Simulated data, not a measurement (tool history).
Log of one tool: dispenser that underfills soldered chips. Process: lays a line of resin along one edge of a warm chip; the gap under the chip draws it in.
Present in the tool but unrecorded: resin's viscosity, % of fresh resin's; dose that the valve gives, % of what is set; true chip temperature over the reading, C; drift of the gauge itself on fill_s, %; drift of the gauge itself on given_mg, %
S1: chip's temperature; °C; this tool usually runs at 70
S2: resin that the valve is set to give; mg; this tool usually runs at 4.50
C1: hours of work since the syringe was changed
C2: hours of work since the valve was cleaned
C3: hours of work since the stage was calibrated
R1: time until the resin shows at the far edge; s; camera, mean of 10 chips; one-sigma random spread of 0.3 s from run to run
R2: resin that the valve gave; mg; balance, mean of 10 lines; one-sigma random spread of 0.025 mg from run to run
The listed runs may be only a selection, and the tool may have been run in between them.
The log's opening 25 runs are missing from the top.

run,hour,S1,S2,C1,C2,C3,R1,R2
# hour 222.5: dispensing valve cleaned and set on the balance
26,230.5,76,4.50,6,6,471,6.5,4.49
# hour 236.8: new syringe of resin
27,239.9,83,4.50,2,12,477,3.7,4.48
28,249.5,82,5.75,9,19,484,7.2,5.63
# hour 252.6: new syringe of resin
29,257.1,63,4.51,3,24,489,7.9,4.40
# hour 267.9: new syringe of resin
30,268.4,56,3.93,0,31,496,8.4,3.85
31,279.4,70,5.49,8,39,504,9.1,5.36
# hour 283.1: new syringe of resin
32,288.5,56,5.08,4,45,510,10.1,4.91
# hour 298.8: new syringe of resin
33,299.4,56,5.08,0,53,518,7.9,4.86
34,305.8,83,5.58,5,57,522,5.2,5.36
# hour 314.4: new syringe of resin
35,316.5,66,4.50,2,65,529,5.9,4.35

Branching from run 35: 5 alternative next runs. What would each branch give?
A,321.8,55,4.50,5,68,533,?,?
B,321.8,76,5.09,5,68,533,?,?
C,321.8,62,4.70,5,68,533,?,?
D,321.8,73,4.35,5,68,533,?,?
E,321.8,66,4.50,5,68,533,?,?

run,R1,R2
A,11.5,4.29
B,6.5,4.87
C,9.3,4.43
D,6.5,4.10
E,8.1,4.27
The same runs, with their run-to-run variation unchanged, on a tool lacking any hidden condition would have given:
run,R1,R2
A,8.7,4.51
B,4.9,5.12
C,6.9,4.65
D,4.8,4.32
E,6.0,4.48
